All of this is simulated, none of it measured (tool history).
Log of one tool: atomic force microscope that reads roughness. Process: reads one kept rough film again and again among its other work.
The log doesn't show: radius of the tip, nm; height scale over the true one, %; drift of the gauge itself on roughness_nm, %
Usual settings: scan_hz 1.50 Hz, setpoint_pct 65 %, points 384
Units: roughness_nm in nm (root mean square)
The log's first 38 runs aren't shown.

run,day,scan_hz,setpoint_pct,points,pictures with this tip,hours of work since the height scale was calibrated,roughness_nm
# day 49.783: new tip fitted
39,50.212,0.66,74,384,13,1036,1.289
40,51.971,0.70,83,355,65,1061,1.287
41,53.533,0.52,58,800,111,1083,1.312
42,55.129,1.39,58,384,159,1106,1.289
43,56.046,1.59,57,621,186,1119,1.301
44,57.667,1.59,57,621,234,1142,1.296
45,58.892,1.46,62,600,270,1159,1.310
46,60.421,1.46,62,874,316,1181,1.311
47,61.838,2.82,65,536,358,1201,1.274
# day 62.425: new tip fitted
48,62.629,0.65,80,674,6,1212,1.299
49,64.392,0.65,80,674,58,1237,1.299
50,65.483,1.50,65,992,91,1252,1.306
51,66.883,2.43,62,329,132,1272,1.264

Forecast each of these 5 alternatives for the next run:
A,67.929,0.90,80,819,163,1287,?
B,67.929,2.43,70,397,163,1287,?
C,67.929,2.74,65,384,163,1287,?
D,67.929,1.29,62,329,163,1287,?
E,67.929,2.43,69,329,163,1287,?

run,roughness_nm
A,1.282
B,1.255
C,1.261
D,1.278
E,1.244
Without the tool's hidden state the same runs would have given:
run,roughness_nm
A,1.285
B,1.258
C,1.264
D,1.281
E,1.246

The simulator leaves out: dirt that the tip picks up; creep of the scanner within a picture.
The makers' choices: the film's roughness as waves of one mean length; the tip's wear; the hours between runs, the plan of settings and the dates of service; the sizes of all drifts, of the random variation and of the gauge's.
